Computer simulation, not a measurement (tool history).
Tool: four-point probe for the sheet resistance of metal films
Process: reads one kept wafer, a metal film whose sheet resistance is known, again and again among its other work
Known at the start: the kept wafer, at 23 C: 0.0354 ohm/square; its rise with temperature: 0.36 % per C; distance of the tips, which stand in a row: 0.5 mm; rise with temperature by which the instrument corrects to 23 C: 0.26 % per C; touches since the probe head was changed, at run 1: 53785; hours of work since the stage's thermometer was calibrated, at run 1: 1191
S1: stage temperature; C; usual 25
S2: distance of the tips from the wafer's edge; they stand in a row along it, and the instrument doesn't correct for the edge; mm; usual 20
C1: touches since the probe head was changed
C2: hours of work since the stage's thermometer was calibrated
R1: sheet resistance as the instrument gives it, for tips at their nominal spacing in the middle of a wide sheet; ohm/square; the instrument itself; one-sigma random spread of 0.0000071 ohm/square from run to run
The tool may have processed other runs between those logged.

{"run": 1, "hour": 0.0, "S1": 25, "S2": 20, "C1": 53785, "C2": 1191, "R1": 0.0358}
{"run": 2, "hour": 55.0, "S1": 25, "S2": 20, "C1": 55249, "C2": 1220, "R1": 0.035803}
{"run": 3, "hour": 117.3, "S1": 25, "S2": 20, "C1": 56909, "C2": 1252, "R1": 0.035826}
{"run": 4, "hour": 200.4, "S1": 25, "S2": 20, "C1": 59121, "C2": 1296, "R1": 0.035819}
{"run": 5, "hour": 260.3, "S1": 25, "S2": 20, "C1": 60718, "C2": 1327, "R1": 0.035854}
{"run": 6, "hour": 315.0, "S1": 25, "S2": 20, "C1": 62174, "C2": 1356, "R1": 0.03583}
{"run": 7, "hour": 350.9, "S1": 25, "S2": 20, "C1": 63130, "C2": 1374, "R1": 0.035834}
{"run": 8, "hour": 389.5, "S1": 24, "S2": 20, "C1": 64159, "C2": 1395, "R1": 0.035813}
{"run": 9, "hour": 432.6, "S1": 24, "S2": 16, "C1": 65306, "C2": 1417, "R1": 0.035814}
{"run": 10, "hour": 515.6, "S1": 28, "S2": 20, "C1": 67517, "C2": 1460, "R1": 0.035962}
{"run": 11, "hour": 571.2, "S1": 25, "S2": 20, "C1": 68997, "C2": 1489, "R1": 0.035853}
{"run": 12, "hour": 606.4, "S1": 25, "S2": 4, "C1": 69935, "C2": 1508, "R1": 0.036157}
{"run": 13, "hour": 671.3, "S1": 25, "S2": 4, "C1": 71666, "C2": 1542, "R1": 0.036166}
{"run": 14, "hour": 719.7, "S1": 25, "S2": 4, "C1": 72952, "C2": 1567, "R1": 0.036158}
{"run": 15, "hour": 795.1, "S1": 25, "S2": 4, "C1": 74962, "C2": 1606, "R1": 0.036175}
{"run": 16, "hour": 879.7, "S1": 25, "S2": 4, "C1": 77215, "C2": 1651, "R1": 0.036189}
{"run": 17, "hour": 930.3, "S1": 23, "S2": 20, "C1": 78562, "C2": 1677, "R1": 0.035819}
{"run": 18, "hour": 1012.3, "S1": 23, "S2": 20, "C1": 80746, "C2": 1720, "R1": 0.035835}
{"run": 19, "hour": 1080.9, "S1": 23, "S2": 20, "C1": 82575, "C2": 1756, "R1": 0.035841}
{"run": 20, "hour": 1120.4, "S1": 25, "S2": 6, "C1": 83627, "C2": 1776, "R1": 0.036021}
{"hour": 1177.2, "done": "stage's thermometer calibrated"}
{"run": 21, "hour": 1201.0, "S1": 25, "S2": 6, "C1": 85760, "C2": 12, "R1": 0.036113}
{"run": 22, "hour": 1260.7, "S1": 25, "S2": 6, "C1": 87349, "C2": 44, "R1": 0.036105}
{"run": 23, "hour": 1339.9, "S1": 26, "S2": 68, "C1": 89458, "C2": 85, "R1": 0.036023}
{"run": 24, "hour": 1409.4, "S1": 28, "S2": 42, "C1": 91311, "C2": 121, "R1": 0.036096}
{"run": 25, "hour": 1476.8, "S1": 30, "S2": 4, "C1": 93105, "C2": 157, "R1": 0.036469}
{"run": 26, "hour": 1552.5, "S1": 30, "S2": 4, "C1": 95121, "C2": 196, "R1": 0.036478}
{"run": 27, "hour": 1594.1, "S1": 30, "S2": 4, "C1": 96230, "C2": 218, "R1": 0.03647}
{"hour": 1631.0, "done": "new probe head fitted"}
{"run": 28, "hour": 1659.2, "S1": 25, "S2": 3, "C1": 751, "C2": 251, "R1": 0.036047}
{"run": 29, "hour": 1702.6, "S1": 29, "S2": 5, "C1": 1908, "C2": 274, "R1": 0.035839}
{"run": 30, "hour": 1741.8, "S1": 29, "S2": 5, "C1": 2953, "C2": 294, "R1": 0.035843}
{"run": 31, "hour": 1821.4, "S1": 29, "S2": 22, "C1": 5073, "C2": 336, "R1": 0.035669}
{"run": 32, "hour": 1896.4, "S1": 29, "S2": 4, "C1": 7071, "C2": 375, "R1": 0.035974}
{"run": 33, "hour": 1935.1, "S1": 29, "S2": 4, "C1": 8100, "C2": 395, "R1": 0.035963}
{"run": 34, "hour": 1992.0, "S1": 29, "S2": 4, "C1": 9616, "C2": 425, "R1": 0.035968}
{"run": 35, "hour": 2064.4, "S1": 30, "S2": 11, "C1": 11545, "C2": 463, "R1": 0.035745}
{"run": 36, "hour": 2126.0, "S1": 25, "S2": 20, "C1": 13186, "C2": 495, "R1": 0.035556}
{"run": 37, "hour": 2177.4, "S1": 25, "S2": 20, "C1": 14553, "C2": 522, "R1": 0.035563}
{"run": 38, "hour": 2232.4, "S1": 25, "S2": 20, "C1": 16018, "C2": 551, "R1": 0.035563}
{"run": 39, "hour": 2282.1, "S1": 25, "S2": 20, "C1": 17343, "C2": 577, "R1": 0.035573}
{"run": 40, "hour": 2330.2, "S1": 26, "S2": 20, "C1": 18623, "C2": 602, "R1": 0.035595}
{"run": 41, "hour": 2402.7, "S1": 25, "S2": 20, "C1": 20556, "C2": 640, "R1": 0.03558}

5 ways to go on from here, each from the tool as it stands after run 41. What would each give?
{"run": "A", "hour": 2465.7, "S1": 27, "S2": 9, "C1": 22233, "C2": 673, "R1": "?"}
{"run": "B", "hour": 2465.7, "S1": 21, "S2": 5, "C1": 22233, "C2": 673, "R1": "?"}
{"run": "C", "hour": 2465.7, "S1": 30, "S2": 34, "C1": 22233, "C2": 673, "R1": "?"}
{"run": "D", "hour": 2465.7, "S1": 25, "S2": 3, "C1": 22233, "C2": 673, "R1": "?"}
{"run": "E", "hour": 2465.7, "S1": 23, "S2": 9, "C1": 22233, "C2": 673, "R1": "?"}

run=A R1=0.035706
run=B R1=0.035622
run=C R1=0.035745
run=D R1=0.036095
run=E R1=0.035571
Without the tool's unlogged condition, the same runs would have read:
run=A R1=0.035592
run=B R1=0.035509
run=C R1=0.035632
run=D R1=0.035980
run=E R1=0.035458
